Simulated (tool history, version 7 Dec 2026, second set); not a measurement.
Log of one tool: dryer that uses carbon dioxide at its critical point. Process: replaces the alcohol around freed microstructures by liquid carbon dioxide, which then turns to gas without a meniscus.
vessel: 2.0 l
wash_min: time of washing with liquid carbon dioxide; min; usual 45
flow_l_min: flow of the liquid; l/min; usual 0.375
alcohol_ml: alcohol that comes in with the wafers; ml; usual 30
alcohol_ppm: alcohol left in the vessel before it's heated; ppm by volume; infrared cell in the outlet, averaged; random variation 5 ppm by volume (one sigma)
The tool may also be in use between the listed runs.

run     day  wash_min  flow_l_min  alcohol_ml  alcohol_ppm
  1   0.000        45       0.375          30           49
  2   0.704        45       0.375          30           48
  3   1.125        45       0.375          30           50
  4   1.612        45       0.375          30           47
  5   2.321        45       0.375          30           44
  6   2.654        45       0.375          30           68
  7   3.433        45       0.375          30           51
  8   3.829        27       0.375          30          349
  9   4.554        27       0.375          30          348
 10   4.912        45       0.305          30          115
 11   5.371        45       0.305          30          107
 12   6.004        45       0.375          30           59
 13   6.617        45       0.432          30           46
 14   7.100        45       0.375          30           70
 15   7.758        45       0.375          30           62
 16   8.258        45       0.375          53           91
 17   8.996        45       0.375          53           87
 18   9.604        45       0.375          53           86
 19  10.371        45       0.375          53           97
 20  10.975        45       0.375          53           91
 21  11.346        38       0.375          30          121
 22  11.788        38       0.375          30          117
 23  12.429        38       0.375          30          126
 24  13.142        61       0.467          46           46
 25  13.862        62       0.303          59           72
 26  14.379        62       0.303          59           74
 27  14.946        62       0.303          59           69
 28  15.604        62       0.303          59           77
     16.112  -- inlet filter changed
 29  16.375        52       0.559          21           49
 30  16.946        40       0.248          74          749
 31  17.529        41       0.613          64           63
 32  18.192        41       0.613          64           64
 33  18.546        41       0.613          64           50
 34  19.267        41       0.613          64           53
 35  19.725        45       0.597          37           50
 36  20.496        45       0.597          37           65
 37  20.938        45       0.597          37           63
 38  21.654        54       0.433          60           58
 39  22.079        39       0.433          22           76
 40  22.404        39       0.433          22           73
 41  23.200        53       0.357          24           66

Forecast each of these 3 alternatives for the next run:
  A  23.842        53       0.422          24            ?
  B  23.842        48       0.354          24            ?
  C  23.842        37       0.524          30            ?

run  alcohol_ppm
  A           59
  B           79
  C           73
Without the tool's hidden state the same runs would have given:
run  alcohol_ppm
  A            3
  B           20
  C           17
